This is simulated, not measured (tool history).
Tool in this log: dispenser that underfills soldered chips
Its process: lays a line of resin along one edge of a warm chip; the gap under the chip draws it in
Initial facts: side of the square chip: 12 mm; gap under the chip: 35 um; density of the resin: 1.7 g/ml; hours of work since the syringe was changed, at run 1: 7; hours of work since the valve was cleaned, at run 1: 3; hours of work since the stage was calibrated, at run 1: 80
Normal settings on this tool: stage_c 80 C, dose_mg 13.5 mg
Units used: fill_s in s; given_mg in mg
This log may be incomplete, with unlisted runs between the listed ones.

run    day  stage_c  dose_mg  hours of work since the syringe was changed  hours of work since the valve was cleaned  hours of work since the stage was calibrated  fill_s  given_mg
  1      0       80     13.5                                            7                                          3                                            80   330.7     13.49
     0.071  -- new syringe of resin
  2  0.162       80     13.5                                            1                                          5                                            83   247.8     13.47
  3  0.304       80     13.5                                            4                                          7                                            85   284.3     13.47
  4   0.45       80     13.5                                            6                                         10                                            87   319.3     13.37
  5  0.529       80     13.5                                            7                                         11                                            88   338.5     13.45
     0.579  -- new syringe of resin
  6  0.692       80     13.8                                            2                                         13                                            91   253.4      13.6
  7  0.867       80     13.8                                            4                                         16                                            93   292.2     13.65
  8  0.967       80     13.8                                            6                                         17                                            95   312.7     13.66
  9  1.071       80     13.5                                            8                                         19                                            96   344.8     13.32
     1.096  -- new syringe of resin
 10  1.196       80     15.1                                            2                                         21                                            98     246     14.94
 11  1.321       80     15.1                                            3                                         23                                           100   273.9     14.92
 12  1.404       84     15.1                                            5                                         24                                           101   262.7     14.93
     1.604  -- new syringe of resin
 13  1.604       84     15.1                                            0                                         27                                           104   202.6     14.88
 14  1.783       74     13.5                                            3                                         30                                           107   319.3     13.34
 15  1.942       80     13.3                                            5                                         32                                           109   310.6     13.07
     2.108  -- new syringe of resin
 16  2.112       80     13.3                                            0                                         34                                           112   234.7     13.07
 17    2.2       80     13.3                                            1                                         36                                           113   247.4        13
 18   2.35       90     13.5                                            4                                         38                                           115   214.5     13.23
 19  2.525       88     13.4                                            6                                         41                                           118   265.7     13.04
     2.617  -- new syringe of resin
 20  2.638       83     13.4                                            0                                         42                                           120   215.1     13.13
 21  2.771       83     13.4                                            2                                         44                                           122   237.9     13.11
 22   2.95       82     16.4                                            5                                         47                                           124   283.7     15.96
 23  3.046       82     16.4                                            7                                         49                                           126   308.5     15.98
     3.125  -- new syringe of resin
 24  3.162       80     13.2                                            1                                         50                                           128   234.6     12.81
 25  3.338       80     13.2                                            3                                         53                                           130   275.5     12.77
 26    3.5       82     12.5                                            6                                         55                                           133   305.6     12.09
 27  3.592       82     12.5                                            7                                         57                                           134   335.5      12.1
     3.629  -- new syringe of resin
 28  3.729       92     15.4                                            2                                         59                                           136   175.8      14.9
 29  3.888       71     15.9                                            4                                         61                                           138   353.3     15.37
 30  4.033       67     11.6                                            6                                         63                                           141   482.8     11.26

Run 31 is up next; what results do you expect?
     4.129  -- new syringe of resin
 31  4.225       67     11.6                                            1                                         66                                           143       ?         ?

For run 31 the tool returned fill_s 382.5 s, given_mg 11.22 mg.
Were there no unlogged condition in the tool, this run, its random variation unchanged, would have produced fill_s 336.8 s, given_mg 11.62 mg.
